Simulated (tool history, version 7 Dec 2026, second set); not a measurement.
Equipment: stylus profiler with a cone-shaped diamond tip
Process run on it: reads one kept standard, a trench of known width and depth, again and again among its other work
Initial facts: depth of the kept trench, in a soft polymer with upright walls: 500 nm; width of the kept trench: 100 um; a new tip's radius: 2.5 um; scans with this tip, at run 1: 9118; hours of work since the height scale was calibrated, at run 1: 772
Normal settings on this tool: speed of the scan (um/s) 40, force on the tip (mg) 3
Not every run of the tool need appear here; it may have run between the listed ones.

| run | hour | speed of the scan (um/s) | force on the tip (mg) | scans with this tip | hours of work since the height scale was calibrated | depth of the trench (Å) | width of the trench's floor (nm) |
|---|---|---|---|---|---|---|---|
| 1 | 0 | 40 | 3 | 9118 | 772 | 5092.6 | 95660 |
| 2 | 67.5 | 13 | 3 | 9630 | 815 | 5093.5 | 95700 |
| 3 | 120.9 | 13 | 3 | 10035 | 849 | 5093.4 | 95680 |
| 4 | 189.1 | 40 | 3.47 | 10552 | 893 | 5102.1 | 95600 |
| 5 | 225.3 | 40 | 3.47 | 10826 | 916 | 5102.7 | 95520 |
| 6 | 263.6 | 40 | 3.47 | 11117 | 941 | 5102.4 | 95470 |
| 7 | 317.5 | 40 | 3.47 | 11525 | 975 | 5102.6 | 95470 |
| 8 | 384.6 | 40 | 3.47 | 12034 | 1019 | 5105.3 | 95420 |
| 9 | 422 | 40 | 3.47 | 12318 | 1043 | 5104.7 | 95370 |
| 10 | 461.9 | 12 | 3 | 12620 | 1068 | 5095.9 | 95410 |
| 11 | 490.2 | 12 | 3 | 12835 | 1086 | 5096.4 | 95410 |
| 12 | 523 | 12 | 3 | 13083 | 1107 | 5096.2 | 95400 |
| 13 | 565 | 12 | 3 | 13402 | 1134 | 5096.1 | 95350 |
| 14 | 620 | 12 | 3 | 13819 | 1170 | 5097.2 | 95370 |
| 15 | 676.9 | 40 | 1.14 | 14250 | 1206 | 5055.6 | 95110 |
| 16 | 710.8 | 40 | 1.14 | 14507 | 1228 | 5056.9 | 95080 |
| 17 | 743.6 | 40 | 1.14 | 14756 | 1249 | 5056.3 | 94980 |
| 18 | 786.6 | 139 | 3 | 15082 | 1277 | 5095.9 | 94780 |
| 19 | 851.6 | 147 | 3 | 15574 | 1318 | 5098.8 | 94660 |
| 20 | 887.6 | 40 | 3 | 15847 | 1341 | 5097.5 | 95040 |
| 21 | 923.3 | 87 | 3 | 16119 | 1364 | 5097.3 | 94850 |
| 22 | 989 | 61 | 3 | 16616 | 1406 | 5097.7 | 94870 |
| 23 | 1019.9 | 40 | 3 | 16851 | 1426 | 5099.5 | 94910 |
| 24 | 1085.6 | 40 | 3 | 17349 | 1468 | 5099.1 | 94900 |
| 25 | 1132.6 | 13 | 6.43 | 17705 | 1499 | 5154.8 | 94990 |
| 26 | 1173.4 | 58 | 4.42 | 18015 | 1525 | 5125.2 | 94840 |
| 27 | 1205.6 | 39 | 3.08 | 18259 | 1545 | 5100.9 | 94830 |
| 28 | 1269.2 | 13 | 1.35 | 18740 | 1586 | 5066.8 | 94840 |
| 29 | 1326.9 | 95 | 8.27 | 19178 | 1623 | 5183 | 94640 |
| 30 | 1382.6 | 95 | 8.27 | 19600 | 1659 | 5181.7 | 94640 |
| 31 | 1436.6 | 96 | 1.44 | 20010 | 1694 | 5068.2 | 94320 |
| 32 | 1501.1 | 14 | 1.03 | 20499 | 1735 | 5058.2 | 94640 |
| 33 | 1543.3 | 63 | 1.12 | 20819 | 1762 | 5060.9 | 94300 |
| 34 | 1603.2 | 148 | 8.87 | 21273 | 1801 | 5193 | 94440 |
| 35 | 1656 | 17 | 2.18 | 21674 | 1834 | 5086.8 | 94590 |
| 36 | 1716.5 | 27 | 3 | 22132 | 1873 | 5104.6 | 94490 |
| 37 | 1772.1 | 27 | 3 | 22553 | 1909 | 5104 | 94470 |
|  | 1787.1 | height scale calibrated on a step standard |
| 38 | 1807.3 | 27 | 1.1 | 22816 | 13 | 5042.3 | 94370 |
| 39 | 1869.9 | 135 | 2.67 | 23291 | 53 | 5077.5 | 94040 |
| 40 | 1936.2 | 49 | 3.95 | 23794 | 96 | 5100.6 | 94280 |
| 41 | 1981.6 | 49 | 3.95 | 24138 | 125 | 5101.2 | 94290 |
| 42 | 2036.5 | 62 | 3.68 | 24554 | 160 | 5095.7 | 94200 |
| 43 | 2100.4 | 145 | 1.43 | 25039 | 201 | 5052.2 | 93590 |
| 44 | 2153.4 | 19 | 1.11 | 25441 | 235 | 5043.6 | 94260 |
| 45 | 2185.1 | 19 | 1.11 | 25681 | 255 | 5042.9 | 94190 |
| 46 | 2243.5 | 40 | 2.68 | 26124 | 293 | 5079.2 | 94110 |
| 47 | 2300.4 | 64 | 1.26 | 26555 | 329 | 5048.1 | 93870 |

What differs in the tool's unlogged condition from the final listed run ahead of each entry between runs to the first listed run following it?
Between runs 37 and 38: height scale calibrated on a step standard (hour 1787.1)
  radius of the tip, um: 7.63 -> 7.69; height scale over the true one, %: 0.379 -> -0.035
  measured less the result without the state, depth of the trench (Å): +19.3 -> -1.8; width of the trench's floor (nm): -2430 -> -2450
